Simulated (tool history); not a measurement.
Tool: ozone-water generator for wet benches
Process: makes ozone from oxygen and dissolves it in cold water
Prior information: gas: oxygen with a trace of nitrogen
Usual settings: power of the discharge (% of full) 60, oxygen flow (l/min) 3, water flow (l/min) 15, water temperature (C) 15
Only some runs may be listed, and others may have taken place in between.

run	hour	power of the discharge (% of full)	oxygen flow (l/min)	water flow (l/min)	water temperature (C)	dissolved ozone (ppm)	ozone in the gas ahead of the water (g/m3)
1	0	60	3	15	15	20.9	205.8
2	142.5	60	3	15	15	21	205.2
3	235.3	60	3	15	15	21	202.2
4	351.3	60	3	15	15	20.9	204.2
5	418.6	60	3	15	15	21	204.1
6	524.5	60	3	15	15	20.9	205.4
7	598	54	3	15	15	19.5	191.1
8	739.8	60	3	15	15	20.9	204.7
# hour 832.6: contactor cleaned
9	891.7	60	1.76	15	15	19	270.4
# hour 1028.7: electrodes of the discharge changed
10	1053.4	60	3	15	15	21.1	204.5
11	1147.2	60	3	15	15	21.1	204
12	1231.2	60	3	15	15	21.1	204.7
13	1320.6	61	3	15	15	21.7	206.7
14	1451.8	65	2.39	16	14	20.6	242.9
15	1555.5	97	2.67	19	21	22.1	298.8
16	1689	83	2.9	15	15	26	259.5
17	1803	93	3.71	13	23	28.1	241.5
18	1873.2	93	3.71	13	9	34.7	246.2
19	2010.4	52	3.71	19	19	15.3	165.5
20	2167	60	2.16	15	15	19.8	243.1
21	2247.9	60	2.3	15	15	20.2	233.1
22	2353.4	60	3	22	14	15.4	201.7
# hour 2375.7: water thermometer calibrated
23	2475.1	94	4.03	22	14	22	237.5
# hour 2498.1: contactor cleaned
24	2617.4	94	4.03	16	14	27.9	235.6
25	2734.9	94	4.03	16	14	27.9	234.9

Each row is a separate what-if for the run after 25, all from the same tool condition, not one after another. Results?
A	2856.8	41	4.68	16	14	?	?
B	2856.8	60	3.99	11	11	?	?
C	2856.8	94	4.03	17	14	?	?
D	2856.8	60	3	15	19	?	?
E	2856.8	90	4.03	16	9	?	?

run	dissolved ozone (ppm)	ozone in the gas ahead of the water (g/m3)
A	16.1	125.3
B	27.9	175.1
C	26.9	236.2
D	19.9	203.4
E	28.8	229.2
Take away the tool's hidden state, keep each run's random variation, and the runs would have read:
run	dissolved ozone (ppm)	ozone in the gas ahead of the water (g/m3)
A	16.2	125.4
B	27.9	175.2
C	27	236.5
D	20	203.6
E	28.9	229.4
